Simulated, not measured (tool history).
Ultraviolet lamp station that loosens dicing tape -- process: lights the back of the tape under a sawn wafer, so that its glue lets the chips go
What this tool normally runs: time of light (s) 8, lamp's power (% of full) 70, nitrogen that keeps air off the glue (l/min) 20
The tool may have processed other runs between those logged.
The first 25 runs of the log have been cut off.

run,hour,time of light (s),lamp's power (% of full),nitrogen that keeps air off the glue (l/min),hours of work of the lamp,hours of work since the window was cleaned,force that peels the tape off (N),light that reached the tape (mJ/cm²)
26,1107.8,4,63,14,361,27,2.463,192
27,1156.2,5,98,31,394,60,0.746,372
28,1218.6,10,94,14,436,102,0.403,690
29,1284,12,70,20,480,146,0.372,607
30,1348,12,69,20,523,189,0.421,577
31,1404.6,13,70,17,562,228,0.411,623
32,1439.6,13,70,17,585,251,0.417,615
33,1474.3,16,70,7,609,275,0.627,747
34,1524.5,13,70,7,643,309,0.946,597
35,1572.6,13,70,7,675,341,0.959,582
36,1603.4,13,75,8,696,362,0.775,616
37,1665.1,4,70,12,738,404,2.907,173
38,1732.3,4,72,9,783,449,3.032,172
39,1761.6,4,72,9,803,469,3.064,168
# hour 1789.1: window cleaned of glue's vapour
40,1802.6,4,72,9,830,9,2.963,181
# hour 1830.3: lamp changed
41,1856,4,72,9,17,45,2.484,239
42,1911.7,4,86,27,55,82,1.221,284

Alternative continuations, all from the tool just after run 42; predict every row:
A,1972.3,4,70,20,96,123,?,?
B,1972.3,9,91,34,96,123,?,?
C,1972.3,8,67,20,96,123,?,?
D,1972.3,4,67,13,96,123,?,?

run,force that peels the tape off (N),light that reached the tape (mJ/cm²)
A,1.843,225
B,0.215,665
C,0.772,433
D,2.301,212
Without the tool's hidden state the same runs would have given:
run,force that peels the tape off (N),light that reached the tape (mJ/cm²)
A,1.699,243
B,0.189,716
C,0.672,466
D,2.155,228

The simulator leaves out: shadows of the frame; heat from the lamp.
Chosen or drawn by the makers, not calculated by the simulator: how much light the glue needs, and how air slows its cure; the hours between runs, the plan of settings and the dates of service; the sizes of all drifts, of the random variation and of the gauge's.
